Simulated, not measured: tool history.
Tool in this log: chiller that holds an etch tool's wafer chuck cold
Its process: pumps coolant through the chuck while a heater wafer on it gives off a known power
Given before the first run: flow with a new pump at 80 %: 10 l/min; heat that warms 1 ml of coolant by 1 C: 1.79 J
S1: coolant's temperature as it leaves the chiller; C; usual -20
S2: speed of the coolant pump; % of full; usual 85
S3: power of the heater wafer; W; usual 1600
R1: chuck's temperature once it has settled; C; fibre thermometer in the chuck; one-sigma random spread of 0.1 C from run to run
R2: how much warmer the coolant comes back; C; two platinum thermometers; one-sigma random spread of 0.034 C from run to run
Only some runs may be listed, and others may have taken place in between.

run 1 hour=0 | S1=-20 S2=85 S3=1600 | R1=3 R2=5.73
run 2 hour=96.3 | S1=-20 S2=85 S3=1600 | R1=3.2 R2=5.74
run 3 hour=151.3 | S1=-20 S2=85 S3=1600 | R1=3.3 R2=5.77
run 4 hour=253.3 | S1=-20 S2=85 S3=2329 | R1=14.1 R2=8.4
run 5 hour=347.9 | S1=-20 S2=66 S3=1600 | R1=7.4 R2=7.41
run 6 hour=417.5 | S1=-20 S2=66 S3=1600 | R1=7.7 R2=7.41
run 7 hour=471.4 | S1=-20 S2=66 S3=1600 | R1=7.7 R2=7.41
run 8 hour=532.9 | S1=-20 S2=66 S3=1600 | R1=7.6 R2=7.45
run 9 hour=595.4 | S1=-20 S2=73 S3=1600 | R1=6.3 R2=6.78
run 10 hour=645.6 | S1=-20 S2=73 S3=1600 | R1=6.3 R2=6.76
run 11 hour=727.3 | S1=-20 S2=73 S3=1600 | R1=6.3 R2=6.77
run 12 hour=778.9 | S1=-20 S2=85 S3=1600 | R1=3.9 R2=5.82
run 13 hour=850.9 | S1=-20 S2=80 S3=1600 | R1=5.1 R2=6.2
run 14 hour=955.4 | S1=-20 S2=80 S3=2387 | R1=14.7 R2=7.97
run 15 hour=1012.1 | S1=-20 S2=80 S3=2387 | R1=14.6 R2=8.01
run 16 hour=1062.2 | S1=-20 S2=99 S3=1179 | R1=-4.9 R2=3.24
run 17 hour=1113.4 | S1=-20 S2=99 S3=1179 | R1=-4.9 R2=3.23
run 18 hour=1179 | S1=-20 S2=99 S3=1179 | R1=-5.2 R2=3.2
run 19 hour=1254.6 | S1=-20 S2=99 S3=1179 | R1=-4.3 R2=3.23
run 20 hour=1343.7 | S1=-25 S2=77 S3=1222 | R1=-6.1 R2=4.31
run 21 hour=1386.7 | S1=-25 S2=77 S3=1222 | R1=-6.1 R2=4.36
run 22 hour=1460 | S1=-20 S2=97 S3=830 | R1=-8.8 R2=2.35
run 23 hour=1539.5 | S1=-20 S2=74 S3=2164 | R1=14.5 R2=7.9
run 24 hour=1617.3 | S1=-29 S2=81 S3=2363 | R1=7 R2=7.96
run 25 hour=1706.3 | S1=-20 S2=76 S3=1172 | R1=-1.5 R2=4.18
run 26 hour=1750.1 | S1=-28 S2=67 S3=1343 | R1=-5.1 R2=5.43
run 27 hour=1831.9 | S1=-28 S2=67 S3=1343 | R1=-4.9 R2=5.43
run 28 hour=1907.1 | S1=-28 S2=62 S3=862 | R1=-12.5 R2=3.87
run 29 hour=1979.2 | S1=-28 S2=62 S3=862 | R1=-12.5 R2=3.75
run 30 hour=2022.2 | S1=-12 S2=61 S3=1936 | R1=23.8 R2=8.61

Removed from this log: 2 entries logged between the listed runs. Between which two listed runs does each belong, and how does the tool's hidden state at the listed run before it compare with that at the listed run after it?
Run 13 -> run 14: coolant pump overhauled (hour 955.4)
  heat passed by the chuck's channels, % of clean ones': 77.5 -> 77; flow at a given pump speed, % of a new pump's: 86.5 -> 100; coolant's true temperature over the reading, C: -0.51 -> -0.52
  difference, measured minus the result without the unlogged condition, R1: +6.3 -> +6.6 C; R2: +0.84 -> +0.01 C
Run 18 -> run 19: chiller's thermometer calibrated (hour 1202.1)
  heat passed by the chuck's channels, % of clean ones': 76 -> 75.7; flow at a given pump speed, % of a new pump's: 99.5 -> 99.3; coolant's true temperature over the reading, C: -0.56 -> -0.04
  difference, measured minus the result without the unlogged condition, R1: +2.8 -> +3.4 C; R2: +0.02 -> +0.03 C
